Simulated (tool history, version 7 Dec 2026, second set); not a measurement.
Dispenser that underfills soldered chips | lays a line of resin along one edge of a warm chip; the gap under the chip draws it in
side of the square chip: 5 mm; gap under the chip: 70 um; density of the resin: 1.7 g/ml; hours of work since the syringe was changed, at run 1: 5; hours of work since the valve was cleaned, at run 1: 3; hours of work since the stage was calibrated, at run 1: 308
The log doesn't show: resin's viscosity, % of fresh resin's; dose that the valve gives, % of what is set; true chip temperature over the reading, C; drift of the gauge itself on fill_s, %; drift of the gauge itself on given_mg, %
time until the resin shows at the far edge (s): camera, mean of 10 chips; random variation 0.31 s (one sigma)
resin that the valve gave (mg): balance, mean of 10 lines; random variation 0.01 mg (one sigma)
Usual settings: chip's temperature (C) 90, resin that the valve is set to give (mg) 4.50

run	hour	chip's temperature (C)	resin that the valve is set to give (mg)	hours of work since the syringe was changed	hours of work since the valve was cleaned	hours of work since the stage was calibrated	time until the resin shows at the far edge (s)	resin that the valve gave (mg)
1	0.0	90	4.50	5	3	308	8.2	4.50
# hour 5.9: new syringe of resin
2	12.7	90	4.50	5	12	318	7.8	4.48
# hour 19.0: new syringe of resin
3	25.3	90	4.50	5	21	327	7.8	4.46
# hour 32.3: new syringe of resin
4	34.5	90	4.50	2	28	333	6.1	4.43
# hour 45.0: new syringe of resin
5	47.5	90	4.50	2	37	343	6.5	4.40
6	57.4	90	4.50	9	45	350	9.4	4.39
# hour 58.9: new syringe of resin
7	63.1	90	4.50	3	49	354	6.9	4.38
# hour 68.2: dispensing valve cleaned and set on the balance
8	71.3	90	4.50	9	2	360	9.0	4.51
# hour 72.6: new syringe of resin
9	84.8	90	4.50	9	12	369	9.1	4.47
# hour 85.8: new syringe of resin
10	91.5	90	4.50	4	17	374	7.0	4.47
# hour 98.6: new syringe of resin
11	101.5	90	4.50	2	24	381	6.4	4.46
# hour 111.7: new syringe of resin
12	114.6	90	4.50	2	34	391	6.1	4.43
13	120.8	90	4.50	7	38	395	7.8	4.41
# hour 125.3: new syringe of resin
14	130.0	90	4.50	4	45	402	7.5	4.41
# hour 138.6: new syringe of resin
15	138.7	90	4.50	0	51	408	5.7	4.39
# hour 140.6: dispensing valve cleaned and set on the balance
16	149.4	90	4.91	7	6	415	8.3	4.90
# hour 153.0: new syringe of resin
17	157.9	90	4.91	4	13	422	6.8	4.87
18	165.2	90	4.91	9	18	427	9.8	4.85
# hour 166.7: new syringe of resin
# hour 172.5: stage's temperature calibrated
19	177.9	90	4.91	8	27	4	8.8	4.85
# hour 181.3: new syringe of resin
20	186.3	99	4.29	4	33	10	4.9	4.23
# hour 194.4: new syringe of resin
21	199.1	83	4.30	4	42	19	9.9	4.20
22	205.7	83	4.30	8	47	24	13.6	4.20
# hour 207.4: new syringe of resin
23	212.2	94	4.25	4	51	29	5.9	4.13
# hour 214.3: dispensing valve cleaned and set on the balance
# hour 221.4: new syringe of resin
24	223.9	92	3.93	2	7	37	6.2	3.91
25	231.2	97	5.76	7	12	42	6.7	5.73
# hour 235.0: new syringe of resin
26	241.9	97	5.76	5	20	50	5.9	5.70
# hour 247.7: new syringe of resin
27	250.0	100	4.87	2	26	56	4.4	4.82
# hour 261.1: new syringe of resin
28	262.5	96	5.70	1	35	65	5.0	5.60
# hour 274.0: new syringe of resin
29	275.9	101	5.38	1	45	74	3.9	5.27
30	282.1	101	5.84	6	49	79	5.1	5.69
# hour 286.2: dispensing valve cleaned and set on the balance
# hour 288.6: new syringe of resin
31	291.0	101	5.84	2	3	85	3.4	5.82
32	300.2	92	3.82	9	10	91	9.6	3.81
# hour 301.6: new syringe of resin
33	313.4	79	4.68	9	20	101	17.0	4.61
# hour 314.4: new syringe of resin
34	319.1	104	4.44	4	24	105	3.8	4.37

3 ways to go on from here, each from the tool as it stands after run 34. What would each give?
A	326.5	97	3.80	9	29	111	?	?
B	326.5	104	5.31	9	29	111	?	?
C	326.5	89	5.64	9	29	111	?	?

run	time until the resin shows at the far edge (s)	resin that the valve gave (mg)
A	7.6	3.73
B	5.2	5.21
C	10.7	5.55
Without the tool's hidden state the same runs would have given:
run	time until the resin shows at the far edge (s)	resin that the valve gave (mg)
A	4.2	3.79
B	2.8	5.30
C	6.1	5.65
